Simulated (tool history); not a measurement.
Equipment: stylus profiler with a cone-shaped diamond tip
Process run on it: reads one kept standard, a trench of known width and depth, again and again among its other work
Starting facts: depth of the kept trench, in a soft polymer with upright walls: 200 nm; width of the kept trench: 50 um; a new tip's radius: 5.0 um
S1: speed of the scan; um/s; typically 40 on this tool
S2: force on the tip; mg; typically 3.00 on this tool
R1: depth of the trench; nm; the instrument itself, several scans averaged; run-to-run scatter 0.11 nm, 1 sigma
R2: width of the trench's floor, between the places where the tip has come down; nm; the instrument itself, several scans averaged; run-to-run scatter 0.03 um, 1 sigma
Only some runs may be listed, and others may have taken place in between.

Run 1, hour 0.0: usual settings. Result: R1 203.20 nm, R2 46780 nm.
Run 2, hour 11.4: usual settings. Result: R1 203.24 nm, R2 46790 nm.
Run 3, hour 25.4: usual settings but S1 115 um/s. Result: R1 203.63 nm, R2 46450 nm.
Run 4, hour 45.9: usual settings but S1 115 um/s. Result: R1 203.14 nm, R2 46500 nm.
Run 5, hour 55.2: usual settings but S1 115 um/s. Result: R1 203.39 nm, R2 46420 nm.
At hour 57.3: height scale calibrated on a step standard.
Run 6, hour 67.8: usual settings but S1 115 um/s. Result: R1 202.88 nm, R2 46450 nm.
Run 7, hour 76.9: usual settings but S1 61 um/s. Result: R1 203.02 nm, R2 46650 nm.
Run 8, hour 96.3: usual settings but S1 61 um/s. Result: R1 203.12 nm, R2 46710 nm.
Run 9, hour 116.5: usual settings but S1 80 um/s, S2 8.42 mg. Result: R1 206.75 nm, R2 46710 nm.
Run 10, hour 126.8: usual settings but S1 73 um/s, S2 7.26 mg. Result: R1 206.08 nm, R2 46760 nm.
At hour 144.4: height scale calibrated on a step standard, once more.
Run 11, hour 144.4: usual settings but S1 85 um/s, S2 1.13 mg. Result: R1 202.05 nm, R2 46280 nm.
Run 12, hour 156.5: usual settings but S1 84 um/s, S2 6.96 mg. Result: R1 206.43 nm, R2 46630 nm.
Run 13, hour 174.9: usual settings but S1 12 um/s, S2 1.28 mg. Result: R1 202.17 nm, R2 46830 nm.

Measured minus without-hidden-state, run by run (identical run-to-run variation in each term; gauge scatter may differ):
Hidden state present: radius of the tip, um; height scale over the true one, %; drift of the gauge itself on depth_nm, %; drift of the gauge itself on floor_um, %.
run     R1    R2
  1  -0.33  -250
  2  -0.34  -250
  3  -0.35  -250
  4  -0.35  -250
  5  -0.35  -260
  6  -0.52  -270
  7  -0.52  -260
  8  -0.53  -270
  9  -0.54  -270
 10  -0.55  -270
 11  +0.12  -280
 12  +0.11  -280
 13  +0.11  -290
